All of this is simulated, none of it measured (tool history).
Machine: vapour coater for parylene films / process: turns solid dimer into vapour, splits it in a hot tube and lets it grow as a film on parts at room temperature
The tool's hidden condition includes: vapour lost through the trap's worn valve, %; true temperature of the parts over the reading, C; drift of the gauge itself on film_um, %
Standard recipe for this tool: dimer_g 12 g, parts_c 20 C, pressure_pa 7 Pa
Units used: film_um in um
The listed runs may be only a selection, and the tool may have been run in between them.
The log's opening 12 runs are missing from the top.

run,day,dimer_g,parts_c,pressure_pa,hours of work since the trap's valve was overhauled,hours of work since the table's thermometer was calibrated,film_um
13,8.5,12,20,2.69,201,759,7.16
14,9.138,12,27,7,212,770,4.88
15,10.004,12,27,7,227,785,4.87
16,10.912,12,27,7,243,801,4.88
17,11.462,12,27,7,252,810,4.78
18,12.483,12,27,7.59,270,828,4.75
19,13.517,13,30,7.59,288,846,4.69
20,13.967,13,30,7.59,295,853,4.62
21,14.421,7,13,3.15,303,861,5.14
22,14.938,9,20,2.31,312,870,5.35
23,15.45,9,20,2.31,321,879,5.32
24,16.388,12,30,5.95,337,895,4.44
25,17.417,13,25,4.7,355,913,5.88
26,18.462,11,24,3.51,373,931,5.4
# day 19.079: trap's valve overhauled
27,19.642,16,27,3.05,10,948,7.56
28,20.338,9,27,3.05,22,960,4.23
29,20.838,20,27,3.05,30,969,9.3
30,21.858,11,20,4.19,48,986,6.26
31,22.462,11,20,4.19,58,997,6.33
32,23.238,11,20,4.19,72,1010,6.24
33,24.075,11,25,3.58,86,1025,5.41
34,24.6,11,25,3.58,95,1034,5.38
35,25.067,11,17,5.24,103,1042,6.7

Alternative continuations, all from the tool just after run 35; predict every row:
A,26.038,19,17,5.24,120,1058,?
B,26.038,12,15,3.14,120,1058,?
C,26.038,15,20,3.38,120,1058,?
D,26.038,10,30,4.01,120,1058,?

run,film_um
A,11.52
B,8.47
C,8.8
D,4.03
With no hidden state in the tool, these same runs would have given:
run,film_um
A,11.57
B,8.51
C,8.85
D,4.05
